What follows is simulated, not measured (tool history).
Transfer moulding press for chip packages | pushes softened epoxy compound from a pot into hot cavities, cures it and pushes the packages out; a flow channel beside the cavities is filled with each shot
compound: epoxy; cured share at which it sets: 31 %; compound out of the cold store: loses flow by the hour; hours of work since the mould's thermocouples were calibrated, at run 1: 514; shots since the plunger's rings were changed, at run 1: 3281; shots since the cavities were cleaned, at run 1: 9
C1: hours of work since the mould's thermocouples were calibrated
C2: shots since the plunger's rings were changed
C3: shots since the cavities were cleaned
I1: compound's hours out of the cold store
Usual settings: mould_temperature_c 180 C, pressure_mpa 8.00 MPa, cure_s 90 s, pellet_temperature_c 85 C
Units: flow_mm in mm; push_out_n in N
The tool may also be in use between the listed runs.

run 1 hour=0.0 | mould_temperature_c=180 pressure_mpa=8.00 cure_s=90 pellet_temperature_c=85 | C1=514 C2=3281 C3=9 | I1=21.5 | flow_mm=607 push_out_n=632
run 2 hour=34.6 | mould_temperature_c=180 pressure_mpa=8.00 cure_s=90 pellet_temperature_c=85 | C1=528 C2=3567 C3=295 | I1=43.4 | flow_mm=557 push_out_n=735
-- hour=56.3 cavities cleaned with cleaning compound and waxed
run 3 hour=108.4 | mould_temperature_c=180 pressure_mpa=8.00 cure_s=90 pellet_temperature_c=85 | C1=557 C2=4164 C3=430 | I1=39.0 | flow_mm=561 push_out_n=793
-- hour=113.2 cavities cleaned with cleaning compound and waxed
-- hour=170.1 cavities cleaned with cleaning compound and waxed
run 4 hour=188.8 | mould_temperature_c=180 pressure_mpa=8.00 cure_s=90 pellet_temperature_c=85 | C1=588 C2=4805 C3=155 | I1=10.3 | flow_mm=613 push_out_n=756
-- hour=225.2 cavities cleaned with cleaning compound and waxed
run 5 hour=231.0 | mould_temperature_c=180 pressure_mpa=8.00 cure_s=90 pellet_temperature_c=85 | C1=605 C2=5141 C3=48 | I1=47.3 | flow_mm=533 push_out_n=626
-- hour=283.2 cavities cleaned with cleaning compound and waxed
run 6 hour=296.8 | mould_temperature_c=180 pressure_mpa=8.00 cure_s=90 pellet_temperature_c=85 | C1=631 C2=5673 C3=112 | I1=8.9 | flow_mm=611 push_out_n=725
-- hour=337.9 cavities cleaned with cleaning compound and waxed
run 7 hour=340.9 | mould_temperature_c=180 pressure_mpa=8.00 cure_s=90 pellet_temperature_c=85 | C1=648 C2=6026 C3=25 | I1=41.0 | flow_mm=542 push_out_n=662
-- hour=353.7 mould's thermocouples calibrated
run 8 hour=375.6 | mould_temperature_c=180 pressure_mpa=8.00 cure_s=90 pellet_temperature_c=85 | C1=9 C2=6296 C3=295 | I1=46.9 | flow_mm=523 push_out_n=759
-- hour=397.2 cavities cleaned with cleaning compound and waxed
run 9 hour=411.7 | mould_temperature_c=180 pressure_mpa=8.00 cure_s=90 pellet_temperature_c=85 | C1=23 C2=6583 C3=121 | I1=31.6 | flow_mm=550 push_out_n=727
-- hour=441.4 plunger's sealing rings changed
-- hour=455.0 cavities cleaned with cleaning compound and waxed
run 10 hour=487.9 | mould_temperature_c=180 pressure_mpa=8.00 cure_s=90 pellet_temperature_c=85 | C1=52 C2=372 C3=272 | I1=16.2 | flow_mm=653 push_out_n=842
-- hour=509.7 cavities cleaned with cleaning compound and waxed
run 11 hour=553.7 | mould_temperature_c=180 pressure_mpa=8.00 cure_s=90 pellet_temperature_c=85 | C1=78 C2=904 C3=364 | I1=46.8 | flow_mm=575 push_out_n=835
-- hour=566.7 cavities cleaned with cleaning compound and waxed
run 12 hour=605.4 | mould_temperature_c=180 pressure_mpa=9.74 cure_s=90 pellet_temperature_c=85 | C1=98 C2=1318 C3=319 | I1=23.7 | flow_mm=691 push_out_n=829
-- hour=622.9 cavities cleaned with cleaning compound and waxed
run 13 hour=659.0 | mould_temperature_c=180 pressure_mpa=9.74 cure_s=90 pellet_temperature_c=85 | C1=119 C2=1749 C3=298 | I1=41.6 | flow_mm=641 push_out_n=785
-- hour=681.6 cavities cleaned with cleaning compound and waxed
run 14 hour=700.2 | mould_temperature_c=180 pressure_mpa=9.74 cure_s=90 pellet_temperature_c=85 | C1=135 C2=2078 C3=154 | I1=13.5 | flow_mm=710 push_out_n=777
-- hour=737.5 cavities cleaned with cleaning compound and waxed
run 15 hour=765.5 | mould_temperature_c=180 pressure_mpa=9.33 cure_s=90 pellet_temperature_c=85 | C1=160 C2=2606 C3=232 | I1=46.6 | flow_mm=609 push_out_n=729
-- hour=792.0 cavities cleaned with cleaning compound and waxed
run 16 hour=828.9 | mould_temperature_c=180 pressure_mpa=9.33 cure_s=90 pellet_temperature_c=85 | C1=185 C2=3118 C3=305 | I1=37.7 | flow_mm=618 push_out_n=773
-- hour=847.7 cavities cleaned with cleaning compound and waxed
run 17 hour=865.2 | mould_temperature_c=180 pressure_mpa=9.33 cure_s=90 pellet_temperature_c=85 | C1=199 C2=3406 C3=146 | I1=17.4 | flow_mm=665 push_out_n=731
-- hour=905.6 cavities cleaned with cleaning compound and waxed
run 18 hour=906.2 | mould_temperature_c=180 pressure_mpa=9.33 cure_s=90 pellet_temperature_c=85 | C1=215 C2=3732 C3=5 | I1=35.9 | flow_mm=613 push_out_n=647
run 19 hour=951.1 | mould_temperature_c=180 pressure_mpa=8.00 cure_s=75 pellet_temperature_c=85 | C1=233 C2=4104 C3=377 | I1=45.7 | flow_mm=542 push_out_n=1294
-- hour=962.2 cavities cleaned with cleaning compound and waxed
-- hour=1018.1 cavities cleaned with cleaning compound and waxed
run 20 hour=1029.9 | mould_temperature_c=180 pressure_mpa=8.84 cure_s=90 pellet_temperature_c=76 | C1=263 C2=4730 C3=97 | I1=46.8 | flow_mm=566 push_out_n=682
-- hour=1072.5 cavities cleaned with cleaning compound and waxed
run 21 hour=1085.4 | mould_temperature_c=180 pressure_mpa=8.88 cure_s=118 pellet_temperature_c=85 | C1=285 C2=5177 C3=107 | I1=19.2 | flow_mm=619 push_out_n=508
-- hour=1129.8 cavities cleaned with cleaning compound and waxed
run 22 hour=1134.7 | mould_temperature_c=180 pressure_mpa=8.88 cure_s=76 pellet_temperature_c=85 | C1=304 C2=5572 C3=40 | I1=24.6 | flow_mm=602 push_out_n=1050
-- hour=1189.1 cavities cleaned with cleaning compound and waxed
run 23 hour=1211.6 | mould_temperature_c=179 pressure_mpa=7.34 cure_s=90 pellet_temperature_c=94 | C1=335 C2=6196 C3=185 | I1=37.9 | flow_mm=524 push_out_n=757
-- hour=1245.6 cavities cleaned with cleaning compound and waxed
run 24 hour=1277.8 | mould_temperature_c=179 pressure_mpa=8.00 cure_s=90 pellet_temperature_c=85 | C1=361 C2=6731 C3=266 | I1=23.6 | flow_mm=570 push_out_n=822
-- hour=1290.0 plunger's sealing rings changed
-- hour=1305.4 cavities cleaned with cleaning compound and waxed
run 25 hour=1319.7 | mould_temperature_c=179 pressure_mpa=8.00 cure_s=90 pellet_temperature_c=85 | C1=376 C2=233 C3=118 | I1=24.2 | flow_mm=637 push_out_n=772
run 26 hour=1355.7 | mould_temperature_c=185 pressure_mpa=6.61 cure_s=101 pellet_temperature_c=85 | C1=390 C2=531 C3=416 | I1=47.5 | flow_mm=519 push_out_n=590

Hidden state or all else? Some run-to-run changes of flow_mm, split into what the settings, what came in and random variation would give without the hidden state, and what is left for the hidden state (with any gauge scatter that isn't in both results):
The hidden state here: true mould temperature over the reading, C; pressure that reaches the compound, % of what is set; grip of the stained cavities, % over clean ones'; drift of the gauge itself on flow_mm, %; drift of the gauge itself on push_out_n, %.
Run 9 -> 10: plunger's sealing rings changed, cavities cleaned with cleaning compound and waxed. flow_mm +103 mm: hidden state +69, all else +34.
Run 11 -> 12: pressure_mpa 8.00 -> 9.74, cavities cleaned with cleaning compound and waxed. flow_mm +116 mm: hidden state -6, all else +122.
Run 24 -> 25: plunger's sealing rings changed, cavities cleaned with cleaning compound and waxed. flow_mm +67 mm: hidden state +74, all else -7.
Run 25 -> 26: mould_temperature_c 179 -> 185, pressure_mpa 8.00 -> 6.61, cure_s 90 -> 101. flow_mm -118 mm: hidden state -3, all else -115.

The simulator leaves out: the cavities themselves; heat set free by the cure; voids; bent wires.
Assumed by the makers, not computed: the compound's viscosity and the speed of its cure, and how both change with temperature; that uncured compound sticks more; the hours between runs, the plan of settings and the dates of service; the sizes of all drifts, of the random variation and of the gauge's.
